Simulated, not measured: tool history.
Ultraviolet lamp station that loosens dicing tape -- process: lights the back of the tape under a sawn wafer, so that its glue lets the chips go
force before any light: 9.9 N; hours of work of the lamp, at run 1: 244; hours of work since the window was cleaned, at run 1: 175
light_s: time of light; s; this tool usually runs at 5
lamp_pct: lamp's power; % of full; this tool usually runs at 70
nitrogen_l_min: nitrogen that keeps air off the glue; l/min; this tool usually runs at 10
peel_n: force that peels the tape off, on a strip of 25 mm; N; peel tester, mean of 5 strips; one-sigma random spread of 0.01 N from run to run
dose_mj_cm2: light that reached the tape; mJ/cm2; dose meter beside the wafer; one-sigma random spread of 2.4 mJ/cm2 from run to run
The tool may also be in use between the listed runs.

| run | hour | light_s | lamp_pct | nitrogen_l_min | hours of work of the lamp | hours of work since the window was cleaned | peel_n | dose_mj_cm2 |
|---|---|---|---|---|---|---|---|---|
| 1 | 0 | 5 | 70 | 10 | 244 | 175 | 0.563 | 220 |
| 2 | 28.8 | 5 | 70 | 10 | 256 | 187 | 0.591 | 222 |
| 3 | 51.4 | 5 | 70 | 10 | 265 | 196 | 0.583 | 217 |
| 4 | 94 | 5 | 70 | 10 | 282 | 213 | 0.619 | 219 |
| 5 | 115.4 | 5 | 71 | 10 | 291 | 222 | 0.589 | 217 |
| 6 | 144.2 | 5 | 70 | 10 | 303 | 233 | 0.641 | 210 |
| 7 | 161.7 | 5 | 70 | 10 | 310 | 240 | 0.622 | 209 |
| 8 | 188.8 | 5 | 70 | 10 | 321 | 251 | 0.668 | 207 |
| 9 | 210.5 | 5 | 70 | 16 | 329 | 260 | 0.464 | 212 |
| 10 | 249.2 | 2 | 70 | 16 | 345 | 276 | 2.667 | 81 |
| 11 | 281.5 | 2 | 70 | 16 | 358 | 289 | 2.706 | 80 |
| 12 | 302.3 | 5 | 70 | 10 | 367 | 297 | 0.673 | 201 |
|  | 336.9 | window cleaned of glue's vapour |
| 13 | 336.9 | 5 | 70 | 10 | 380 | 0 | 0.554 | 227 |
| 14 | 359.3 | 5 | 70 | 10 | 390 | 9 | 0.541 | 228 |
| 15 | 389 | 5 | 70 | 10 | 402 | 21 | 0.564 | 221 |
| 16 | 408.3 | 5 | 70 | 10 | 409 | 29 | 0.563 | 222 |
| 17 | 450.4 | 5 | 70 | 10 | 426 | 46 | 0.58 | 219 |
| 18 | 472 | 3 | 63 | 14 | 435 | 55 | 1.649 | 118 |
| 19 | 501.3 | 3 | 90 | 8 | 447 | 67 | 1.222 | 166 |
| 20 | 538.9 | 7 | 65 | 3 | 462 | 82 | 0.905 | 279 |
| 21 | 571.3 | 10 | 99 | 6 | 475 | 95 | 0.16 | 603 |
| 22 | 614 | 10 | 99 | 6 | 493 | 112 | 0.155 | 593 |
| 23 | 655.3 | 2 | 65 | 12 | 509 | 129 | 3.193 | 77 |
| 24 | 675.5 | 6 | 92 | 8 | 518 | 137 | 0.285 | 327 |
| 25 | 700.9 | 3 | 67 | 5 | 528 | 147 | 2.854 | 117 |
| 26 | 736 | 3 | 67 | 5 | 542 | 162 | 2.847 | 121 |
| 27 | 773.6 | 3 | 67 | 5 | 557 | 177 | 2.861 | 116 |
| 28 | 806.6 | 8 | 67 | 6 | 571 | 190 | 0.407 | 304 |
| 29 | 847.8 | 3 | 83 | 10 | 587 | 207 | 1.452 | 143 |
| 30 | 880.6 | 5 | 80 | 4 | 601 | 220 | 1.128 | 222 |
| 31 | 917.7 | 5 | 80 | 4 | 616 | 235 | 1.171 | 221 |
| 32 | 952.8 | 10 | 74 | 5 | 630 | 249 | 0.248 | 410 |
| 33 | 973.8 | 8 | 63 | 4 | 638 | 258 | 0.738 | 278 |
| 34 | 996.1 | 10 | 67 | 10 | 647 | 267 | 0.207 | 366 |

How would selected steps in peel_n from run to run divide? Give the signed amount a tool lacking its hidden state would still show from settings, what came in and random variation, and the signed amount left for the hidden state, including any gauge scatter that is not in both of the compared results.
Hidden state present: lamp's light, % of a new lamp's; light that the window lets through, % of a clean one's; drift of the gauge itself on peel_n, %; drift of the gauge itself on dose_mj_cm2, %.
Run 22 -> 23: light_s 10 -> 2, lamp_pct 99 -> 65, nitrogen_l_min 6 -> 12. peel_n +3.038 N: hidden state +0.607, all else +2.431.
Run 23 -> 24: light_s 2 -> 6, lamp_pct 65 -> 92, nitrogen_l_min 12 -> 8. peel_n -2.908 N: hidden state -0.535, all else -2.373.
Run 24 -> 25: light_s 6 -> 3, lamp_pct 92 -> 67, nitrogen_l_min 8 -> 5. peel_n +2.569 N: hidden state +0.558, all else +2.011.
